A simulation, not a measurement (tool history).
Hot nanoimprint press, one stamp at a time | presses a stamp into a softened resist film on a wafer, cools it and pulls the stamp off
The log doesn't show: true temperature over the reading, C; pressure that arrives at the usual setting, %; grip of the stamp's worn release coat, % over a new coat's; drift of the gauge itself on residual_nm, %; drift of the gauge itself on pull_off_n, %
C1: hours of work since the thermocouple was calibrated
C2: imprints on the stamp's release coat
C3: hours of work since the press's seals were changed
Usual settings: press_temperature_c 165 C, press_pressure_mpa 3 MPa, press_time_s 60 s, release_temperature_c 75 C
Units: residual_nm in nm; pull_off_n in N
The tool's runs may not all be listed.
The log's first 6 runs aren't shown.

At day 9.388: stamp cleaned and given a new release coat.
Run 7, day 10.05: usual settings but release_temperature_c 63 C; C1 135; C2 35; C3 612. Result: residual_nm 87.6 nm, pull_off_n 273 N.
Run 8, day 12.079: usual settings but release_temperature_c 68 C; C1 163; C2 140; C3 640. Result: residual_nm 88.1 nm, pull_off_n 255 N.
Run 9, day 13.042: usual settings but press_time_s 85 s, release_temperature_c 68 C; C1 176; C2 190; C3 653. Result: residual_nm 76.1 nm, pull_off_n 252 N.
Run 10, day 14.938: usual settings but press_time_s 85 s, release_temperature_c 68 C; C1 202; C2 289; C3 679. Result: residual_nm 77 nm, pull_off_n 251 N.
Run 11, day 16.288: usual settings; C1 220; C2 359; C3 697. Result: residual_nm 88 nm, pull_off_n 223 N.
Run 12, day 18.046: usual settings; C1 245; C2 450; C3 721. Result: residual_nm 88.3 nm, pull_off_n 220 N.
Run 13, day 19.458: usual settings; C1 264; C2 523; C3 741. Result: residual_nm 88.1 nm, pull_off_n 217 N.
Run 14, day 21.292: usual settings; C1 289; C2 618; C3 766. Result: residual_nm 88.8 nm, pull_off_n 233 N.
Run 15, day 22.321: usual settings; C1 303; C2 672; C3 780. Result: residual_nm 88.1 nm, pull_off_n 222 N.
Run 16, day 23.742: usual settings but press_pressure_mpa 3.56 MPa, release_temperature_c 74 C; C1 323; C2 745; C3 799. Result: residual_nm 82.3 nm, pull_off_n 222 N.
Run 17, day 24.788: usual settings but press_temperature_c 172 C, press_time_s 86 s; C1 337; C2 800; C3 814. Result: residual_nm 48.6 nm, pull_off_n 225 N.
Run 18, day 25.717: usual settings but press_temperature_c 172 C, press_time_s 86 s; C1 350; C2 848; C3 826. Result: residual_nm 48.7 nm, pull_off_n 226 N.
At day 25.979: plate thermocouple calibrated.
At day 26.738: stamp cleaned and given a new release coat.
Run 19, day 28.146: usual settings but press_temperature_c 170 C, press_pressure_mpa 1.94 MPa, press_time_s 55 s, release_temperature_c 73 C; C1 26; C2 73; C3 855. Result: residual_nm 82.1 nm, pull_off_n 221 N.
Run 20, day 29.904: usual settings but press_temperature_c 157 C, press_pressure_mpa 1.94 MPa, press_time_s 51 s, release_temperature_c 71 C; C1 50; C2 165; C3 879. Result: residual_nm 157.4 nm, pull_off_n 228 N.
Run 21, day 31.408: usual settings but press_temperature_c 157 C, press_pressure_mpa 2.99 MPa, press_time_s 98 s, release_temperature_c 82 C; C1 71; C2 243; C3 899. Result: residual_nm 118.5 nm, pull_off_n 196 N.
Run 22, day 32.767: usual settings but press_temperature_c 171 C; C1 90; C2 313; C3 918. Result: residual_nm 61.6 nm, pull_off_n 220 N.
Run 23, day 34.704: usual settings but press_temperature_c 162 C, press_pressure_mpa 1.85 MPa, press_time_s 51 s, release_temperature_c 70 C; C1 116; C2 414; C3 945. Result: residual_nm 130.7 nm, pull_off_n 235 N.
At day 35.321: gauge calibrated.
Run 24, day 36.817: usual settings but press_time_s 90 s; C1 145; C2 523; C3 973. Result: residual_nm 74.3 nm, pull_off_n 221 N.
Run 25, day 38.217: usual settings but press_time_s 90 s; C1 164; C2 596; C3 993. Result: residual_nm 74.3 nm, pull_off_n 219 N.
Run 26, day 39.158: usual settings but press_pressure_mpa 1.83 MPa, press_time_s 54 s, release_temperature_c 73 C; C1 177; C2 645; C3 1006. Result: residual_nm 110.6 nm, pull_off_n 229 N.
Run 27, day 40.817: usual settings but press_pressure_mpa 1.83 MPa, press_time_s 54 s, release_temperature_c 73 C; C1 200; C2 731; C3 1028. Result: residual_nm 110.2 nm, pull_off_n 226 N.
Run 28, day 42.242: usual settings but press_temperature_c 161 C, press_pressure_mpa 3.43 MPa, release_temperature_c 82 C; C1 220; C2 805; C3 1048. Result: residual_nm 106 nm, pull_off_n 193 N.
At day 43.846: stamp cleaned and given a new release coat.
Run 29, day 43.946: usual settings but press_temperature_c 171 C, press_pressure_mpa 3.43 MPa, press_time_s 77 s, release_temperature_c 78 C; C1 239; C2 5; C3 1068. Result: residual_nm 51 nm, pull_off_n 207 N.
Run 30, day 45.125: usual settings but press_pressure_mpa 3.14 MPa; C1 256; C2 67; C3 1084. Result: residual_nm 86.6 nm, pull_off_n 222 N.

Forecast each of these 4 alternatives for the next run:
Run A, day 46.775: usual settings but release_temperature_c 82 C; C1 278; C2 152; C3 1107. Result: residual_nm ?, pull_off_n ?.
Run B, day 46.775: usual settings but press_pressure_mpa 4.32 MPa, press_time_s 39 s, release_temperature_c 63 C; C1 278; C2 152; C3 1107. Result: residual_nm ?, pull_off_n ?.
Run C, day 46.775: usual settings but press_temperature_c 174 C, press_pressure_mpa 3.14 MPa, press_time_s 40 s, release_temperature_c 76 C; C1 278; C2 152; C3 1107. Result: residual_nm ?, pull_off_n ?.
Run D, day 46.775: usual settings but press_temperature_c 154 C, press_pressure_mpa 4.44 MPa, release_temperature_c 82 C; C1 278; C2 152; C3 1107. Result: residual_nm ?, pull_off_n ?.

run  residual_nm  pull_off_n
  A         88.4         178
  B         90.3         264
  C         59.5         219
  D        139.7         187
Without the tool's hidden state the same runs would have given:
run  residual_nm  pull_off_n
  A           88         178
  B         89.8         263
  C         59.1         218
  D        138.9         186

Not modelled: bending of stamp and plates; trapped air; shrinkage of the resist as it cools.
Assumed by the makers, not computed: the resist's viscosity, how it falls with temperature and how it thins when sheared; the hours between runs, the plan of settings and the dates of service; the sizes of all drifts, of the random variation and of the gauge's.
